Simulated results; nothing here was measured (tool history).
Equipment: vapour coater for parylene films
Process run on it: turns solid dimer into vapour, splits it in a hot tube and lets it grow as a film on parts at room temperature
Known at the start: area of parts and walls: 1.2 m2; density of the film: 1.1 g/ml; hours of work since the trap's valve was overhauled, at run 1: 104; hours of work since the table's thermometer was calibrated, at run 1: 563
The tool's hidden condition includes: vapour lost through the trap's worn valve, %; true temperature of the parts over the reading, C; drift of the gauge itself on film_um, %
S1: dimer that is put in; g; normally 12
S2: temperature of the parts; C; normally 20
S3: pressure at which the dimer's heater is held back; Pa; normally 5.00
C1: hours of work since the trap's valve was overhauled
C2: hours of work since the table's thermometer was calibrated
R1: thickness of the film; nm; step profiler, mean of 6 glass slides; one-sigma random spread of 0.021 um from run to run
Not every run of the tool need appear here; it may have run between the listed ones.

Run 1, hour 0.0: usual settings; C1 104; C2 563. Result: R1 5120 nm.
Run 2, hour 34.3: usual settings; C1 118; C2 578. Result: R1 5050 nm.
Run 3, hour 54.2: usual settings; C1 127; C2 587. Result: R1 5080 nm.
Run 4, hour 83.5: usual settings but S1 22 g; C1 139; C2 599. Result: R1 9320 nm.
Run 5, hour 108.2: usual settings but S1 22 g; C1 150; C2 610. Result: R1 9310 nm.
Run 6, hour 144.6: usual settings but S1 22 g; C1 166; C2 625. Result: R1 9230 nm.
Run 7, hour 179.2: usual settings but S1 22 g; C1 180; C2 640. Result: R1 9250 nm.
Run 8, hour 217.3: usual settings; C1 197; C2 656. Result: R1 5020 nm.
Run 9, hour 235.0: usual settings; C1 204; C2 664. Result: R1 5020 nm.
Run 10, hour 264.4: usual settings; C1 217; C2 677. Result: R1 4980 nm.
Run 11, hour 283.8: usual settings; C1 225; C2 685. Result: R1 4980 nm.
Run 12, hour 306.0: usual settings; C1 235; C2 694. Result: R1 4980 nm.
Run 13, hour 332.7: usual settings but S3 10.89 Pa; C1 246; C2 706. Result: R1 4100 nm.
Run 14, hour 351.1: usual settings; C1 254; C2 714. Result: R1 4980 nm.
Run 15, hour 387.2: usual settings but S1 11 g, S2 22 C, S3 8.96 Pa; C1 269; C2 729. Result: R1 3760 nm.
Run 16, hour 423.3: usual settings but S3 11.47 Pa; C1 285; C2 744. Result: R1 4030 nm.
Run 17, hour 452.0: usual settings but S3 11.47 Pa; C1 297; C2 757. Result: R1 4000 nm.
Run 18, hour 483.3: usual settings but S1 5 g, S2 15 C; C1 310; C2 770. Result: R1 2310 nm.
Run 19, hour 512.9: usual settings but S1 10 g, S2 27 C, S3 3.56 Pa; C1 323; C2 783. Result: R1 3740 nm.
Run 20, hour 544.7: usual settings but S2 18 C; C1 337; C2 796. Result: R1 5130 nm.
Run 21, hour 564.7: usual settings but S2 18 C; C1 345; C2 805. Result: R1 5120 nm.
Run 22, hour 602.4: usual settings but S2 18 C; C1 361; C2 821. Result: R1 5130 nm.
Run 23, hour 629.8: usual settings but S1 19 g, S2 13 C, S3 2.42 Pa; C1 373; C2 833. Result: R1 10880 nm.
Run 24, hour 658.7: usual settings but S1 19 g, S2 13 C, S3 2.42 Pa; C1 385; C2 845. Result: R1 10850 nm.
Run 25, hour 680.6: usual settings but S1 16 g; C1 395; C2 855. Result: R1 6480 nm.
Run 26, hour 708.5: usual settings but S2 16 C, S3 8.54 Pa; C1 407; C2 866. Result: R1 4660 nm.
Run 27, hour 727.3: usual settings but S2 16 C, S3 8.54 Pa; C1 415; C2 875. Result: R1 4640 nm.

Predict each of these 4 candidate next runs independently; none follows another, all start after run 27:
Run A, hour 743.8: usual settings but S1 11 g, S2 21 C; C1 422; C2 882. Result: R1 ?.
Run B, hour 743.8: usual settings but S2 13 C, S3 2.93 Pa; C1 422; C2 882. Result: R1 ?.
Run C, hour 743.8: usual settings; C1 422; C2 882. Result: R1 ?.
Run D, hour 743.8: usual settings but S2 18 C, S3 8.54 Pa; C1 422; C2 882. Result: R1 ?.

run    R1
  A  4290
  B  6500
  C  4820
  D  4460
Stripped of hidden state, with their random variation kept, the same runs would have yielded:
run    R1
  A  4640
  B  7030
  C  5210
  D  4820

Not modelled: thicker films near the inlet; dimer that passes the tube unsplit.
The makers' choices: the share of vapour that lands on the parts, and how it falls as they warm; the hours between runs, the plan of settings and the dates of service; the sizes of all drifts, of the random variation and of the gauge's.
